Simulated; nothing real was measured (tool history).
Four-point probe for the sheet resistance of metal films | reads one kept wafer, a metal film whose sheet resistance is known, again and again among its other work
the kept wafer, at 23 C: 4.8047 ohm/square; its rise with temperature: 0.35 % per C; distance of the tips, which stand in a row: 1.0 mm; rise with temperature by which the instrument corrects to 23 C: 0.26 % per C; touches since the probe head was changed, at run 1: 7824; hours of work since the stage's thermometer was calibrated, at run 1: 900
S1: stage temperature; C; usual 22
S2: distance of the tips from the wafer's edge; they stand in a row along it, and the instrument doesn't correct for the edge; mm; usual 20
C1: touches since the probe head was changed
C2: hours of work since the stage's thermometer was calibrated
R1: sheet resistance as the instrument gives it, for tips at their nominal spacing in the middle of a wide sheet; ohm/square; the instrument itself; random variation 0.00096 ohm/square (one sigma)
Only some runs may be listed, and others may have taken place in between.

Run 1, hour 0.0: usual settings; C1 7824; C2 900. Result: R1 4.796057 ohm/square.
Run 2, hour 21.6: usual settings; C1 8671; C2 913. Result: R1 4.791722 ohm/square.
Run 3, hour 37.9: usual settings; C1 9311; C2 922. Result: R1 4.793791 ohm/square.
Run 4, hour 55.0: usual settings but S2 13 mm; C1 9982; C2 932. Result: R1 4.800752 ohm/square.
Run 5, hour 74.8: usual settings but S2 13 mm; C1 10757; C2 943. Result: R1 4.801704 ohm/square.
Run 6, hour 86.1: usual settings but S2 6 mm; C1 11199; C2 949. Result: R1 4.858095 ohm/square.
Run 7, hour 97.7: usual settings; C1 11656; C2 956. Result: R1 4.793724 ohm/square.
Run 8, hour 118.6: usual settings; C1 12476; C2 968. Result: R1 4.795511 ohm/square.
Run 9, hour 131.9: usual settings; C1 12996; C2 976. Result: R1 4.792489 ohm/square.
Run 10, hour 153.6: usual settings but S1 20 C; C1 13849; C2 988. Result: R1 4.783900 ohm/square.
Run 11, hour 177.0: usual settings but S1 24 C, S2 4 mm; C1 14765; C2 1001. Result: R1 4.951281 ohm/square.
Run 12, hour 193.0: usual settings but S1 24 C, S2 5 mm; C1 15392; C2 1011. Result: R1 4.897590 ohm/square.
Run 13, hour 208.9: usual settings but S1 26 C, S2 7 mm; C1 16017; C2 1020. Result: R1 4.857467 ohm/square.
Run 14, hour 224.8: usual settings but S1 20 C, S2 33 mm; C1 16642; C2 1029. Result: R1 4.782369 ohm/square.
Run 15, hour 243.3: usual settings but S1 20 C, S2 23 mm; C1 17366; C2 1039. Result: R1 4.782885 ohm/square.
Run 16, hour 255.5: usual settings but S1 24 C, S2 51 mm; C1 17845; C2 1046. Result: R1 4.798106 ohm/square.
Run 17, hour 277.8: usual settings but S1 24 C, S2 32 mm; C1 18720; C2 1059. Result: R1 4.798701 ohm/square.

Run 18 is up next; what results do you expect?
Run 18, hour 302.2: usual settings but S1 24 C, S2 32 mm; C1 19675; C2 1073. Result: R1 ?.

Logged for run 18: R1 4.798284 ohm/square.
Without the tool's hidden state the same run would have given R1 4.810726 ohm/square.
